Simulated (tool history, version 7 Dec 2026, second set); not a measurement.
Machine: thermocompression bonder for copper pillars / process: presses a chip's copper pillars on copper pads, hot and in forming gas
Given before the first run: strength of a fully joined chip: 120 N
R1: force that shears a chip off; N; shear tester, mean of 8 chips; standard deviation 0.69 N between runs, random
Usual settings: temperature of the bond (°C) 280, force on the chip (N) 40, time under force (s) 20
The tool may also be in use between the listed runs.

{"run": 1, "hour": 0.0, "temperature of the bond (°C)": 280, "force on the chip (N)": 40, "time under force (s)": 20, "R1": 71.0}
{"run": 2, "hour": 29.6, "temperature of the bond (°C)": 280, "force on the chip (N)": 40, "time under force (s)": 20, "R1": 70.5}
{"run": 3, "hour": 43.6, "temperature of the bond (°C)": 280, "force on the chip (N)": 40, "time under force (s)": 20, "R1": 69.8}
{"run": 4, "hour": 58.4, "temperature of the bond (°C)": 280, "force on the chip (N)": 37, "time under force (s)": 20, "R1": 65.6}
{"run": 5, "hour": 83.2, "temperature of the bond (°C)": 280, "force on the chip (N)": 37, "time under force (s)": 20, "R1": 64.8}
{"run": 6, "hour": 105.0, "temperature of the bond (°C)": 280, "force on the chip (N)": 37, "time under force (s)": 20, "R1": 65.5}
{"run": 7, "hour": 123.5, "temperature of the bond (°C)": 280, "force on the chip (N)": 40, "time under force (s)": 20, "R1": 70.7}
{"run": 8, "hour": 144.5, "temperature of the bond (°C)": 267, "force on the chip (N)": 40, "time under force (s)": 20, "R1": 57.7}
{"hour": 170.8, "done": "forming gas filter changed"}
{"run": 9, "hour": 174.6, "temperature of the bond (°C)": 280, "force on the chip (N)": 40, "time under force (s)": 28, "R1": 79.5}
{"run": 10, "hour": 188.4, "temperature of the bond (°C)": 280, "force on the chip (N)": 40, "time under force (s)": 28, "R1": 80.1}
{"run": 11, "hour": 203.6, "temperature of the bond (°C)": 280, "force on the chip (N)": 40, "time under force (s)": 28, "R1": 79.3}
{"run": 12, "hour": 232.9, "temperature of the bond (°C)": 280, "force on the chip (N)": 39, "time under force (s)": 40, "R1": 86.0}
{"run": 13, "hour": 252.6, "temperature of the bond (°C)": 280, "force on the chip (N)": 48, "time under force (s)": 17, "R1": 78.9}
{"run": 14, "hour": 282.7, "temperature of the bond (°C)": 296, "force on the chip (N)": 28, "time under force (s)": 20, "R1": 62.3}
{"run": 15, "hour": 311.0, "temperature of the bond (°C)": 296, "force on the chip (N)": 28, "time under force (s)": 20, "R1": 63.4}
{"run": 16, "hour": 340.8, "temperature of the bond (°C)": 305, "force on the chip (N)": 30, "time under force (s)": 23, "R1": 76.6}
{"run": 17, "hour": 362.4, "temperature of the bond (°C)": 305, "force on the chip (N)": 30, "time under force (s)": 23, "R1": 76.2}
{"run": 18, "hour": 379.7, "temperature of the bond (°C)": 304, "force on the chip (N)": 49, "time under force (s)": 20, "R1": 98.8}
{"run": 19, "hour": 399.1, "temperature of the bond (°C)": 272, "force on the chip (N)": 40, "time under force (s)": 48, "R1": 82.2}

Alternative continuations, all from the tool just after run 19; predict every row:
{"run": "A", "hour": 412.7, "temperature of the bond (°C)": 268, "force on the chip (N)": 34, "time under force (s)": 46, "R1": "?"}
{"run": "B", "hour": 412.7, "temperature of the bond (°C)": 272, "force on the chip (N)": 49, "time under force (s)": 48, "R1": "?"}
{"run": "C", "hour": 412.7, "temperature of the bond (°C)": 280, "force on the chip (N)": 52, "time under force (s)": 20, "R1": "?"}
{"run": "D", "hour": 412.7, "temperature of the bond (°C)": 280, "force on the chip (N)": 40, "time under force (s)": 52, "R1": "?"}
{"run": "E", "hour": 412.7, "temperature of the bond (°C)": 280, "force on the chip (N)": 27, "time under force (s)": 26, "R1": "?"}

run=A R1=68.4
run=B R1=91.5
run=C R1=84.5
run=D R1=89.3
run=E R1=52.5
Without the tool's hidden state the same runs would have given:
run=A R1=74.6
run=B R1=97.5
run=C R1=90.8
run=D R1=95.4
run=E R1=57.9
